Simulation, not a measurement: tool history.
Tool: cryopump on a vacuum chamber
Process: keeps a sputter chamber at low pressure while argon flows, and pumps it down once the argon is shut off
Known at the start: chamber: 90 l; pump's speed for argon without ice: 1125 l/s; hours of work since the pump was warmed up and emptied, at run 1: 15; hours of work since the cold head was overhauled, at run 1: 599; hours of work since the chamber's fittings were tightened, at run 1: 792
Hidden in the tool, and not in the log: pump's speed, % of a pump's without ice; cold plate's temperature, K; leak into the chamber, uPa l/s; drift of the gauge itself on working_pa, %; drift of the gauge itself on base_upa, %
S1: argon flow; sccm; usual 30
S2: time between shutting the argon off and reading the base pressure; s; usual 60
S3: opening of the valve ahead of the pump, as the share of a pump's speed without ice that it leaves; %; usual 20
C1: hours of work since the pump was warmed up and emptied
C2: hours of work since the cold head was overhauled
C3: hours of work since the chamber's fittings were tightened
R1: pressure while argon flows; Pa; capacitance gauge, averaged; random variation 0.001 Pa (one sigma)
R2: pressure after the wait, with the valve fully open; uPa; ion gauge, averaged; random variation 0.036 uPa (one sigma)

run	hour	S1	S2	S3	C1	C2	C3	R1	R2
1	0	30	60	20	15	599	792	0.2264	3.8
2	17.1	42	60	20	25	609	801	0.3172	3.64
3	32.1	42	60	20	34	617	810	0.3161	3.76
4	66.2	42	60	29	53	637	829	0.2183	3.78
5	82.4	30	92	20	62	646	839	0.2279	3.29
6	98.2	30	92	20	71	655	848	0.2281	3.36
7	116.1	30	92	20	82	665	858	0.2289	3.37
8	139.2	30	92	20	95	678	871	0.2288	3.42
9	163.4	30	60	20	108	692	885	0.2288	3.92
10	187.8	30	60	20	122	706	899	0.2279	3.97
11	223.3	30	46	20	143	726	919	0.231	4.7
12	256.5	30	46	20	161	745	938	0.2312	4.71
13	290.2	30	60	43	181	764	957	0.1097	4.35
14	319.3	30	39	20	197	781	974	0.2317	5.22
15	338.1	30	28	16	208	792	984	0.2893	6.5
16	362.8	12	47	51	222	806	998	0.0386	4.87
17	398.4	25	168	51	242	826	1019	0.0797	3.4
18	423.9	30	48	27	257	841	1033	0.1742	4.9
19	442.6	43	24	21	267	851	1044	0.3199	7.19
20	477.4	43	24	21	287	871	1064	0.3196	7.12
21	496.1	34	60	46	298	882	1074	0.1221	4.82
22	531.4	43	60	48	318	902	1094	0.1486	4.89
23	550	43	60	48	329	912	1105	0.1493	4.9
24	582.7	13	92	34	347	931	1124	0.0614	4.5
25	599.7	49	81	19	357	941	1133	0.4051	4.49
26	619.7	35	244	48	368	952	1145	0.1239	3.89
27	655.1	47	207	48	389	972	1165	0.1687	3.96
28	676.5	47	207	48	401	984	1177	0.1672	4.04

5 ways to go on from here, each from the tool as it stands after run 28. What would each give?
A	710.3	15	60	15	420	1004	1196	?	?
B	710.3	31	22	20	420	1004	1196	?	?
C	710.3	30	232	20	420	1004	1196	?	?
D	710.3	52	107	16	420	1004	1196	?	?
E	710.3	30	74	20	420	1004	1196	?	?

run	R1	R2
A	0.1575	5.42
B	0.247	8.42
C	0.2404	4.14
D	0.5141	4.5
E	0.239	4.97
Without the tool's hidden state the same runs would have given:
run	R1	R2
A	0.1503	2.01
B	0.2322	4.97
C	0.226	0.7
D	0.4892	1.18
E	0.2247	1.6

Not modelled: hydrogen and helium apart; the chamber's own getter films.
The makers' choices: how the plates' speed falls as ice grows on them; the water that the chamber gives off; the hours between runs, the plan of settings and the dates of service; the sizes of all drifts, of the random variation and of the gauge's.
